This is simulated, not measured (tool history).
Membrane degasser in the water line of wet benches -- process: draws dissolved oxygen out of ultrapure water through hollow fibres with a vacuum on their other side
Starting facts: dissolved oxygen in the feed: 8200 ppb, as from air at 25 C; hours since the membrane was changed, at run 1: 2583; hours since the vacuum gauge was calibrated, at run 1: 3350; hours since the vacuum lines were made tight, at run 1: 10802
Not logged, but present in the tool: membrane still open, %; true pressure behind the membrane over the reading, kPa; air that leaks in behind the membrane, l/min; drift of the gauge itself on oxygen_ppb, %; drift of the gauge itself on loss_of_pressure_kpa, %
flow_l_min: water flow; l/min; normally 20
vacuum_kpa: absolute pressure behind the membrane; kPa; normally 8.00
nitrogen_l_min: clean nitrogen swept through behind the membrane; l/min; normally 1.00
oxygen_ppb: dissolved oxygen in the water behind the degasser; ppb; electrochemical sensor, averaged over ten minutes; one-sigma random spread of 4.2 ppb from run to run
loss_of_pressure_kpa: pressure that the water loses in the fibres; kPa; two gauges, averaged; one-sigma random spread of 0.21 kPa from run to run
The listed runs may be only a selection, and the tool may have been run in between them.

| run | hour | flow_l_min | vacuum_kpa | nitrogen_l_min | hours since the membrane was changed | hours since the vacuum gauge was calibrated | hours since the vacuum lines were made tight | oxygen_ppb | loss_of_pressure_kpa |
|---|---|---|---|---|---|---|---|---|---|
| 1 | 0.0 | 20 | 8.00 | 1.00 | 2583 | 3350 | 10802 | 426.4 | 49.58 |
| 2 | 102.3 | 24 | 8.00 | 1.00 | 2685 | 3452 | 10904 | 547.7 | 58.89 |
| 3 | 215.9 | 24 | 8.00 | 1.00 | 2799 | 3565 | 11017 | 555.7 | 59.33 |
| 4 | 319.1 | 24 | 8.00 | 1.00 | 2902 | 3669 | 11121 | 557.6 | 59.11 |
| 5 | 397.2 | 24 | 8.00 | 1.00 | 2980 | 3747 | 11199 | 554.7 | 59.57 |
| 6 | 530.4 | 20 | 8.00 | 0.54 | 3114 | 3880 | 11332 | 561.3 | 49.40 |
| 7 | 644.4 | 20 | 8.00 | 0.54 | 3228 | 3994 | 11446 | 566.8 | 49.71 |
| 8 | 733.1 | 20 | 8.00 | 0.54 | 3316 | 4083 | 11535 | 573.0 | 49.49 |
| 9 | 830.8 | 20 | 8.00 | 1.00 | 3414 | 4180 | 11632 | 429.0 | 49.97 |
| 10 | 927.4 | 20 | 8.00 | 1.00 | 3511 | 4277 | 11729 | 442.1 | 49.99 |
| 11 | 1060.2 | 20 | 9.29 | 1.00 | 3643 | 4410 | 11862 | 479.4 | 49.78 |
|  | 1068.0 | vacuum gauge calibrated |
| 12 | 1126.6 | 20 | 8.00 | 1.00 | 3709 | 59 | 11928 | 432.2 | 49.33 |
| 13 | 1191.8 | 15 | 8.00 | 1.00 | 3774 | 124 | 11993 | 294.7 | 37.60 |
| 14 | 1258.5 | 15 | 8.00 | 2.26 | 3841 | 191 | 12060 | 202.9 | 37.43 |
| 15 | 1376.4 | 20 | 7.24 | 1.00 | 3959 | 308 | 12177 | 404.4 | 49.58 |
| 16 | 1438.9 | 20 | 8.00 | 1.00 | 4022 | 371 | 12240 | 433.5 | 49.86 |
|  | 1456.7 | vacuum gauge calibrated, once more |
| 17 | 1535.4 | 20 | 8.00 | 1.00 | 4118 | 79 | 12336 | 432.7 | 49.75 |
| 18 | 1641.0 | 20 | 8.00 | 1.00 | 4223 | 184 | 12442 | 436.7 | 49.95 |
| 19 | 1758.8 | 20 | 8.00 | 1.00 | 4341 | 302 | 12559 | 433.9 | 49.79 |
| 20 | 1878.8 | 28 | 5.92 | 1.13 | 4461 | 422 | 12679 | 550.2 | 69.72 |
| 21 | 1988.0 | 28 | 5.92 | 1.13 | 4570 | 531 | 12788 | 551.5 | 69.40 |
| 22 | 2049.9 | 19 | 18.01 | 0.98 | 4632 | 593 | 12850 | 797.6 | 47.20 |
| 23 | 2122.6 | 19 | 18.01 | 0.98 | 4705 | 666 | 12923 | 803.0 | 47.51 |
| 24 | 2193.3 | 19 | 18.01 | 0.98 | 4775 | 737 | 12994 | 797.8 | 47.49 |
| 25 | 2260.2 | 19 | 18.01 | 0.98 | 4842 | 804 | 13061 | 815.7 | 47.47 |
| 26 | 2389.5 | 19 | 6.71 | 0.98 | 4972 | 933 | 13190 | 355.1 | 47.22 |
| 27 | 2455.2 | 19 | 6.71 | 0.98 | 5037 | 999 | 13256 | 359.1 | 47.61 |
| 28 | 2595.6 | 24 | 13.26 | 1.33 | 5178 | 1139 | 13396 | 692.6 | 59.87 |
| 29 | 2660.2 | 29 | 12.95 | 1.33 | 5242 | 1204 | 13461 | 859.5 | 72.40 |
| 30 | 2750.1 | 13 | 8.74 | 2.77 | 5332 | 1293 | 13551 | 157.4 | 32.68 |
| 31 | 2828.5 | 13 | 8.74 | 2.77 | 5411 | 1372 | 13629 | 160.2 | 32.17 |

Hidden state or all else? Some run-to-run changes of oxygen_ppb, split into what the settings, what came in and random variation would give without the hidden state, and what is left for the hidden state (with any gauge scatter that isn't in both results):
Run 25 -> 26: vacuum_kpa 18.01 -> 6.71. oxygen_ppb -460.6 ppb: hidden state -11.4, all else -449.2.
Run 27 -> 28: flow_l_min 19 -> 24, vacuum_kpa 6.71 -> 13.26, nitrogen_l_min 0.98 -> 1.33. oxygen_ppb +333.5 ppb: hidden state +10.2, all else +323.3.
Run 29 -> 30: flow_l_min 29 -> 13, vacuum_kpa 12.95 -> 8.74, nitrogen_l_min 1.33 -> 2.77. oxygen_ppb -702.1 ppb: hidden state -19.4, all else -682.7.
